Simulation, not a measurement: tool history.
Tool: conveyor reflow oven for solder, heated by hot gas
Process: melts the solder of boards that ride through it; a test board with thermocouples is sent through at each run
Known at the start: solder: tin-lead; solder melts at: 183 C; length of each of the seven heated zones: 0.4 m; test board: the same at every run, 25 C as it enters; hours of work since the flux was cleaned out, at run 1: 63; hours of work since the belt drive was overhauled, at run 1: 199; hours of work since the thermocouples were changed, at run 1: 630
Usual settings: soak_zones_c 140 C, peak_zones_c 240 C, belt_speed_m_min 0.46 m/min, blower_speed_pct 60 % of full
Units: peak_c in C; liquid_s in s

run,day,soak_zones_c,peak_zones_c,belt_speed_m_min,blower_speed_pct,hours of work since the flux was cleaned out,hours of work since the belt drive was overhauled,hours of work since the thermocouples were changed,peak_c,liquid_s
1,0,140,240,0.46,60,63,199,630,219.49,80.78
2,0.675,145,240,0.46,60,70,206,637,220.39,84.55
3,1.379,145,240,0.46,60,78,214,645,220.54,84.55
4,1.792,140,240,0.472,60,82,218,649,218.51,77.68
5,2.579,140,240,0.472,60,91,227,658,218.32,77.73
# day 3.383: thermocouples of zones 6 and 7 changed
6,3.421,153,240,0.472,60,99,235,0,222.53,88.58
7,3.838,153,240,0.472,60,103,239,5,222.5,88.55
# day 4.038: belt drive overhauled, speed set with a stopwatch
8,4.554,153,240,0.445,60,109,6,11,224.18,96.13
9,5.188,148,240,0.46,60,116,12,18,222.21,87.96
10,5.767,148,240,0.46,60,122,18,24,222.19,88
11,6.233,148,240,0.46,60,127,23,29,222.24,87.88
12,6.896,140,240,0.46,60,134,31,36,220.28,82.07
13,7.521,140,240,0.46,60,141,37,42,220.42,82.1
# day 7.904: belt drive overhauled, speed set with a stopwatch, once more
14,8.062,152,238,0.46,60,145,2,47,221.17,89.19
15,8.738,152,238,0.46,60,152,9,54,221.03,89
# day 9.521: flux residue cleaned out of gas plates and filters
16,9.55,140,250,0.525,60,0,15,60,224.08,74.24
17,9.992,132,232,0.479,60,5,20,65,210.93,64.25
18,10.4,147,246,0.479,73,9,24,69,230.22,90.35
19,11.179,140,240,0.46,60,18,33,78,220.74,82.32
20,11.625,140,240,0.476,53,23,38,82,216.59,74.41
21,12.246,140,240,0.476,53,29,44,89,216.63,74.28
22,12.8,155,255,0.476,90,35,50,95,243.23,102.01
23,13.475,155,255,0.476,90,42,57,102,243.3,101.98
24,13.95,141,238,0.476,90,47,62,107,225.98,85.45

How the hidden state differs across the entries between the runs, from the last listed run before each to the first after it:
Between runs 5 and 6: thermocouples of zones 6 and 7 changed (day 3.383)
  heat that the gas passes to the board, % of a clean oven's: 98.3 -> 98.2; belt's true speed, % of the reading: 99.73 -> 99.72; true gas temperature in zones 6 and 7 over the reading, C: -1.08 -> 0.48
  measured less the result without the state, peak_c: -1.21 -> +0.11 C; liquid_s: -1.07 -> +0.31 s
Between runs 7 and 8: belt drive overhauled, speed set with a stopwatch (day 4.038)
  heat that the gas passes to the board, % of a clean oven's: 98.1 -> 98; belt's true speed, % of the reading: 99.72 -> 99.63
  measured less the result without the state, peak_c: +0.1 -> +0.13 C; liquid_s: +0.29 -> +0.43 s
Between runs 13 and 14: belt drive overhauled, speed set with a stopwatch, once more (day 7.904)
  heat that the gas passes to the board, % of a clean oven's: 97.5 -> 97.4; belt's true speed, % of the reading: 99.59 -> 99.85
  measured less the result without the state, peak_c: -0.08 -> -0.13 C; liquid_s: +0.17 -> -0.07 s
Between runs 15 and 16: flux residue cleaned out of gas plates and filters (day 9.521)
  heat that the gas passes to the board, % of a clean oven's: 97.2 -> 99.6; belt's true speed, % of the reading: 99.85 -> 99.84; true gas temperature in zones 6 and 7 over the reading, C: 0.42 -> 0.41
  measured less the result without the state, peak_c: -0.16 -> +0.3 C; liquid_s: -0.11 -> +0.38 s

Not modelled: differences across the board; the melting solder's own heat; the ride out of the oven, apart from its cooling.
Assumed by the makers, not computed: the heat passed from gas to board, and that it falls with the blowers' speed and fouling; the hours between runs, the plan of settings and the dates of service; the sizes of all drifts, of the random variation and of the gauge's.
